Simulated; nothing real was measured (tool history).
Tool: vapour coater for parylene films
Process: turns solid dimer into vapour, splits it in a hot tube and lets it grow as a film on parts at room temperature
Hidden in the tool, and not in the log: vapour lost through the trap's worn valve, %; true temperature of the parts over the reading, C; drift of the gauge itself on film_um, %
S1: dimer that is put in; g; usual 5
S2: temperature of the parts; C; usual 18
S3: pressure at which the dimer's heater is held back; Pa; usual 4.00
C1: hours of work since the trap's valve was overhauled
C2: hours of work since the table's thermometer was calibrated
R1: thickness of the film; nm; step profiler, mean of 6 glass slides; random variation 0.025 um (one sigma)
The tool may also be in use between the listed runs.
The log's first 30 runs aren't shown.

run,hour,S1,S2,S3,C1,C2,R1
31,1069.5,8,19,2.42,218,761,4400
32,1107.1,8,19,2.42,245,788,4450
33,1128.7,2,16,2.25,260,804,1230
34,1163.4,6,16,5.81,285,829,3330
35,1190.3,6,16,5.81,304,848,3300
36,1227.4,6,16,5.81,331,874,3280
37,1276.6,6,13,5.81,366,909,3530
38,1317.2,5,11,9.14,395,938,2980
39,1360.3,5,11,2.45,426,969,3360
40,1386.1,5,11,2.45,444,988,3300
41,1418.6,5,27,4.00,467,1011,2190
42,1445.1,5,18,2.60,486,1030,2830
# hour 1474.1: trap's valve overhauled
43,1487.4,5,18,2.60,10,1057,2800
44,1522.1,4,18,4.96,34,1082,2130
45,1555.7,2,11,3.94,58,1106,1290
46,1596.3,2,14,4.00,87,1135,1230

Forecast each of these 3 alternatives for the next run:
A,1641.6,4,27,3.16,120,1167,?
B,1641.6,2,28,2.65,120,1167,?
C,1641.6,2,18,4.00,120,1167,?

run,R1
A,1800
B,900
C,1110
Without the tool's hidden state the same runs would have given:
run,R1
A,1800
B,900
C,1110
